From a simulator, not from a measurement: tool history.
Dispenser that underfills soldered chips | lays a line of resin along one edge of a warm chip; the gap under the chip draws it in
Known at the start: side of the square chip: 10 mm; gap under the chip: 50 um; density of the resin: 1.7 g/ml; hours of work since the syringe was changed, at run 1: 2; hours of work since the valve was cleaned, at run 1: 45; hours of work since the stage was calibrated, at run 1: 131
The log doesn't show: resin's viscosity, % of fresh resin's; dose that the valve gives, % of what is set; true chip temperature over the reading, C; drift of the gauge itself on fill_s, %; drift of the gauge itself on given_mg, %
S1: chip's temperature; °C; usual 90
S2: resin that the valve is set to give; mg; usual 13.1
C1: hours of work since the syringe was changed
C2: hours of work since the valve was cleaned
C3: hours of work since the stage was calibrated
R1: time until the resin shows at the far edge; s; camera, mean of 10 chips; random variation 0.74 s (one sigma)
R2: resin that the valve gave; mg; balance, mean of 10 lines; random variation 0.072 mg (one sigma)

run   hour   S1    S2  C1   C2   C3     R1     R2
  1      0   90  13.1   2   45  131   83.6  12.37
  2    7.3   90  13.1   7   51  137  129.6  12.45
      11.4  -- new syringe of resin
  3   12.5   90  11.6   1   54  140   76.3  10.88
  4   18.4   90  11.6   5   58  144  107.4  10.91
  5   22.3   90  11.6   8   61  147  140.9  10.84
      26.4  -- new syringe of resin
  6     29   90  11.6   2   66  152   82.5  10.87
  7   35.7   86  13.1   7   71  157  138.3  12.05
      41.3  -- new syringe of resin
  8   44.3   90  13.1   2   77  163     85  12.18
  9   52.3   95  13.1   8   82  168  116.2  12.08
      55.8  -- new syringe of resin
 10   61.4   95  13.1   4   89  175   83.5  11.98
 11   67.6   95  13.1   9   93  179  123.5  11.92
      70.5  -- new syringe of resin
 12   77.3   86  13.1   5  100  186  120.4  11.92
      82.7  -- dispensing valve cleaned and set on the balance
 13   85.3   86  13.1  10    2  191  182.2  13.21
      86.1  -- new syringe of resin
 14   91.4   86  13.1   4    6  195  110.9  12.96
 15   97.5   86  13.1   8   10  200  164.5     13
     100.9  -- new syringe of resin
 16    104   90  13.1   2   15  204   83.9  12.89
 17  111.4   90  13.7   8   20  209  132.9  13.64
     115.9  -- new syringe of resin
 18  120.1   90  13.1   3   26  215   88.5  12.86
 19  124.1   95  11.1   6   29  218   98.8  10.85
     130.3  -- new syringe of resin
 20  131.3  102  16.3   1   34  223   47.9  15.86
 21  139.3  102  16.3   6   40  229   76.6   15.8
     145.4  -- new syringe of resin
 22  148.9   99  14.9   2   47  236   63.5  14.23
 23    154   92  13.1   6   50  239  109.7  12.48
       160  -- new syringe of resin
 24  162.7   92  13.1   2   56  246   78.6  12.41
 25  169.7   81  11.9   7   61  251  178.4  11.23
     174.4  -- new syringe of resin
 26  178.7  105  11.4   3   68  257   56.6  10.66
 27    188   86  11.4  10   74  264  193.5  10.58
     188.9  -- new syringe of resin
 28  196.5   87  11.4   6   80  269  131.6  10.58
     203.8  -- new syringe of resin
 29  205.5   96  12.3   1   87  276   62.7  11.33
 30  210.4   96  12.3   5   90  279   83.7   11.2
 31  214.3   96  12.3   8   93  282  107.5  11.29
     218.4  -- new syringe of resin
 32  220.3   94  12.3   1   97  286     70  11.14
 33  224.1   94  14.2   4  100  289   84.6  12.92
     229.5  -- dispensing valve cleaned and set on the balance
 34  233.3   86  13.7  10    3  295  182.2  13.66
       234  -- new syringe of resin
 35  242.3   88  11.6   6    9  301  124.7  11.64
       249  -- new syringe of resin
 36  250.7   88  11.6   1   15  307   82.6  11.36

3 ways to go on from here, each from the tool as it stands after run 36. What would each give?
  A  255.1  78  13.1   4  18  310   ?   ?
  B  255.1  80  16.5   4  18  310   ?   ?
  C  255.1  86  16.2   4  18  310   ?   ?

run     R1     R2
  A  154.3  12.95
  B  140.7  16.17
  C  113.9  15.89
Without the tool's hidden state the same runs would have given:
run     R1     R2
  A  104.8  13.16
  B   95.7  16.43
  C   77.8  16.15
